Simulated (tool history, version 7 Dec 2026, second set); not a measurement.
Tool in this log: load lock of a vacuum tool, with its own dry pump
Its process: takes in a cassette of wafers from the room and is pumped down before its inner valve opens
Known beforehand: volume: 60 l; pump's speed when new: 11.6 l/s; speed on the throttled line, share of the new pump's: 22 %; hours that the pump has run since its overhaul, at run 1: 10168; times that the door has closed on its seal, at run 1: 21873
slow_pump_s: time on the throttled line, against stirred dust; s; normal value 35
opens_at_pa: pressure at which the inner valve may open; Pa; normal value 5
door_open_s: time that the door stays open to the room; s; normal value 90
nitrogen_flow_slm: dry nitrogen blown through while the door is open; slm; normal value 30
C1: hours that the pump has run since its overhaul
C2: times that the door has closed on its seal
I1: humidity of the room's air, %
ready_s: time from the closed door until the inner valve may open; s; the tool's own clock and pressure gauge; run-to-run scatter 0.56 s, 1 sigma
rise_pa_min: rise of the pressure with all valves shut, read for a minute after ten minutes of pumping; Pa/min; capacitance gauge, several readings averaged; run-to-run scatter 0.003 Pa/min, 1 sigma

Run 1, hour 0: usual settings; C1 10168; C2 21873; I1 44.8. Result: ready_s 87 s, rise_pa_min 0.194 Pa/min.
Run 2, hour 210.7: usual settings; C1 10379; C2 22843; I1 44.1. Result: ready_s 86.5 s, rise_pa_min 0.204 Pa/min.
Run 3, hour 383.9: usual settings but opens_at_pa 6 Pa; C1 10552; C2 23641; I1 45.2. Result: ready_s 86.1 s, rise_pa_min 0.213 Pa/min.
Run 4, hour 568.4: usual settings but opens_at_pa 6 Pa; C1 10736; C2 24490; I1 45.7. Result: ready_s 87.1 s, rise_pa_min 0.22 Pa/min.
Run 5, hour 926.1: usual settings; C1 11094; C2 26137; I1 45.1. Result: ready_s 89.2 s, rise_pa_min 0.238 Pa/min.
Run 6, hour 1265.9: usual settings; C1 11434; C2 27702; I1 42. Result: ready_s 89.1 s, rise_pa_min 0.252 Pa/min.
Run 7, hour 1504.1: usual settings; C1 11672; C2 28799; I1 49.9. Result: ready_s 88.5 s, rise_pa_min 0.272 Pa/min.
Run 8, hour 1847: usual settings; C1 12015; C2 30377; I1 45.2. Result: ready_s 89.3 s, rise_pa_min 0.282 Pa/min.
Run 9, hour 2126.2: usual settings; C1 12294; C2 31663; I1 47.4. Result: ready_s 89.8 s, rise_pa_min 0.294 Pa/min.
Run 10, hour 2338.4: usual settings but door_open_s 35 s; C1 12506; C2 32640; I1 46.6. Result: ready_s 89.3 s, rise_pa_min 0.303 Pa/min.
Run 11, hour 2498.8: usual settings but door_open_s 35 s; C1 12667; C2 33379; I1 45.4. Result: ready_s 89.9 s, rise_pa_min 0.306 Pa/min.
Run 12, hour 2696.5: usual settings; C1 12865; C2 34289; I1 43. Result: ready_s 89.5 s, rise_pa_min 0.332 Pa/min.
Run 13, hour 2947.4: usual settings; C1 13115; C2 35445; I1 43.3. Result: ready_s 90.9 s, rise_pa_min 0.337 Pa/min.
Run 14, hour 3256.2: usual settings; C1 13424; C2 36867; I1 45.1. Result: ready_s 92 s, rise_pa_min 0.365 Pa/min.
Run 15, hour 3495.2: usual settings; C1 13663; C2 37967; I1 48.2. Result: ready_s 91 s, rise_pa_min 0.367 Pa/min.
Run 16, hour 3671.5: usual settings; C1 13840; C2 38779; I1 46.7. Result: ready_s 91.6 s, rise_pa_min 0.394 Pa/min.
Run 17, hour 3921.7: usual settings but nitrogen_flow_slm 10 slm; C1 14090; C2 39931; I1 46.5. Result: ready_s 91.5 s, rise_pa_min 0.43 Pa/min.
Run 18, hour 4237.5: usual settings but nitrogen_flow_slm 10 slm; C1 14406; C2 41385; I1 47.6. Result: ready_s 91.9 s, rise_pa_min 0.448 Pa/min.
Run 19, hour 4613: usual settings but nitrogen_flow_slm 10 slm; C1 14781; C2 43114; I1 45. Result: ready_s 94 s, rise_pa_min 0.469 Pa/min.
Run 20, hour 4867.2: usual settings but opens_at_pa 9 Pa, door_open_s 41 s; C1 15035; C2 44285; I1 46.9. Result: ready_s 88.7 s, rise_pa_min 0.448 Pa/min.
Run 21, hour 5084.2: usual settings but opens_at_pa 9 Pa, door_open_s 41 s; C1 15252; C2 45284; I1 46.5. Result: ready_s 89.4 s, rise_pa_min 0.469 Pa/min.
Run 22, hour 5295.9: usual settings but opens_at_pa 9 Pa, door_open_s 41 s; C1 15464; C2 46259; I1 44.2. Result: ready_s 88.9 s, rise_pa_min 0.489 Pa/min.
Run 23, hour 5663.5: usual settings but slow_pump_s 47 s, opens_at_pa 9 Pa; C1 15832; C2 47952; I1 43.6. Result: ready_s 97 s, rise_pa_min 0.509 Pa/min.
At hour 5944.6: door's seal changed, seat wiped.
Run 24, hour 6030.2: usual settings but slow_pump_s 44 s, opens_at_pa 6 Pa, door_open_s 111 s; C1 16197; C2 394; I1 47. Result: ready_s 98.8 s, rise_pa_min 0.06 Pa/min.
Run 25, hour 6193.2: usual settings but slow_pump_s 40 s, nitrogen_flow_slm 5 slm; C1 16360; C2 1145; I1 42.6. Result: ready_s 97.9 s, rise_pa_min 0.075 Pa/min.
Run 26, hour 6470: usual settings but slow_pump_s 22 s, nitrogen_flow_slm 5 slm; C1 16637; C2 2420; I1 45.8. Result: ready_s 85.6 s, rise_pa_min 0.088 Pa/min.
Run 27, hour 6801.5: usual settings but door_open_s 121 s, nitrogen_flow_slm 12 slm; C1 16968; C2 3946; I1 43.6. Result: ready_s 96.1 s, rise_pa_min 0.082 Pa/min.
Run 28, hour 7157: usual settings but door_open_s 121 s, nitrogen_flow_slm 12 slm; C1 17324; C2 5583; I1 45.7. Result: ready_s 95.6 s, rise_pa_min 0.096 Pa/min.
At hour 7456.6: dry pump taken out, an overhauled one fitted.
Run 29, hour 7467.8: usual settings but door_open_s 121 s, nitrogen_flow_slm 12 slm; C1 11; C2 6986; I1 45.8. Result: ready_s 80.5 s, rise_pa_min 0.103 Pa/min.
Run 30, hour 7852.5: usual settings but opens_at_pa 7 Pa, door_open_s 164 s, nitrogen_flow_slm 6 slm; C1 396; C2 8758; I1 42.5. Result: ready_s 79 s, rise_pa_min 0.127 Pa/min.
Run 31, hour 8143: usual settings but slow_pump_s 43 s, opens_at_pa 9 Pa, door_open_s 87 s, nitrogen_flow_slm 13 slm; C1 686; C2 10095; I1 50.8. Result: ready_s 82.8 s, rise_pa_min 0.121 Pa/min.
Run 32, hour 8390.8: usual settings but slow_pump_s 21 s, opens_at_pa 6 Pa, door_open_s 81 s, nitrogen_flow_slm 13 slm; C1 934; C2 11237; I1 44.9. Result: ready_s 68.2 s, rise_pa_min 0.108 Pa/min.
Run 33, hour 8628.9: usual settings but slow_pump_s 60 s, opens_at_pa 7 Pa; C1 1172; C2 12333; I1 45.9. Result: ready_s 98.3 s, rise_pa_min 0.103 Pa/min.
Run 34, hour 8974: usual settings but slow_pump_s 60 s, opens_at_pa 7 Pa; C1 1517; C2 13922; I1 45.1. Result: ready_s 97.9 s, rise_pa_min 0.118 Pa/min.
Run 35, hour 9304.1: usual settings but slow_pump_s 19 s, door_open_s 214 s; C1 1847; C2 15442; I1 44.3. Result: ready_s 69.3 s, rise_pa_min 0.148 Pa/min.
Run 36, hour 9614: usual settings but opens_at_pa 4 Pa, door_open_s 138 s; C1 2157; C2 16869; I1 51. Result: ready_s 84.1 s, rise_pa_min 0.15 Pa/min.
Run 37, hour 9831.7: usual settings but door_open_s 28 s, nitrogen_flow_slm 8 slm; C1 2375; C2 17872; I1 45.5. Result: ready_s 82.1 s, rise_pa_min 0.15 Pa/min.

For each run, the measured value with the value that run would have given without the tool's hidden condition subtracted. The run-to-run variation is shared by both, the gauge scatter possibly not:
Hidden conditions of the tool in this case: pump's speed, % of a new pump's; leak at the door's seal, Pa l/s; drift of the gauge itself on ready_s, %; drift of the gauge itself on rise_pa_min, %.
run  ready_s  rise_pa_min
  1     +8.4       +0.147
  2     +8.6       +0.157
  3     +8.5       +0.166
  4     +8.7       +0.172
  5     +9.5       +0.185
  6     +9.8       +0.207
  7      +10       +0.215
  8    +10.4       +0.233
  9    +10.8       +0.246
 10      +11       +0.266
 11    +11.1       +0.269
 12    +11.2       +0.281
 13    +11.6       +0.292
 14      +12       +0.314
 15    +12.2       +0.322
 16    +12.4       +0.342
 17    +12.7       +0.355
 18    +13.1       +0.378
 19    +13.7       +0.398
 20    +12.7       +0.407
 21    +12.9       +0.432
 22    +13.1       +0.454
 23    +12.4       +0.465
 24      +14       +0.002
 25    +14.9       +0.004
 26    +16.7       +0.008
 27    +16.2       +0.015
 28    +16.5       +0.022
 29     +0.9       +0.028
 30     +1.2       +0.035
 31     +1.3       +0.044
 32     +1.7        +0.05
 33     +1.4       +0.057
 34     +1.7       +0.068
 35     +2.6       +0.079
 36     +2.7       +0.088
 37     +2.7       +0.097
